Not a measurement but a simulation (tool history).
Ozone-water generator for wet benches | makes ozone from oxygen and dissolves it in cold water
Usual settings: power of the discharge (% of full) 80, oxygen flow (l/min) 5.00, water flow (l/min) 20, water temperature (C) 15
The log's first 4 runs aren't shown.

run,hour,power of the discharge (% of full),oxygen flow (l/min),water flow (l/min),water temperature (C),dissolved ozone (ppm),ozone in the gas ahead of the water (g/m3)
5,405.6,80,5.00,20,8,21.2,185.6
6,540.5,80,5.00,23,15,17.4,186.0
7,629.4,80,8.12,20,15,19.1,141.8
8,757.1,80,8.12,20,15,18.7,141.5
9,886.5,80,5.00,15,15,23.4,183.9
10,982.7,80,5.00,15,15,23.1,185.0
# hour 1123.8: water thermometer calibrated
11,1123.8,80,5.00,15,15,23.1,184.5
12,1202.8,80,5.00,15,15,23.3,184.2
13,1295.6,80,5.00,15,15,23.2,182.1
14,1430.9,80,5.00,20,15,18.7,182.4
# hour 1531.1: water thermometer calibrated, once more
15,1541.9,80,5.00,20,15,19.1,183.2
16,1626.8,80,5.00,20,15,18.7,182.3
17,1754.2,80,5.00,20,15,18.7,181.1
18,1849.6,54,3.56,32,8,9.7,169.8
19,1929.3,54,3.56,32,8,9.7,168.1
20,2010.2,54,3.56,32,8,9.9,170.4
21,2092.2,80,5.48,20,12,19.6,172.7
22,2202.2,80,3.19,12,12,27.7,232.1
23,2326.7,44,3.19,12,7,20.2,157.5

Forecast run 24:
24,2385.1,43,5.00,17,15,?,?

{"run 24": {"dissolved ozone (ppm)": 13.9, "ozone in the gas ahead of the water (g/m3)": 120.0}}
Without the tool's hidden state the same run would have given dissolved ozone (ppm) 15.1, ozone in the gas ahead of the water (g/m3) 123.6.

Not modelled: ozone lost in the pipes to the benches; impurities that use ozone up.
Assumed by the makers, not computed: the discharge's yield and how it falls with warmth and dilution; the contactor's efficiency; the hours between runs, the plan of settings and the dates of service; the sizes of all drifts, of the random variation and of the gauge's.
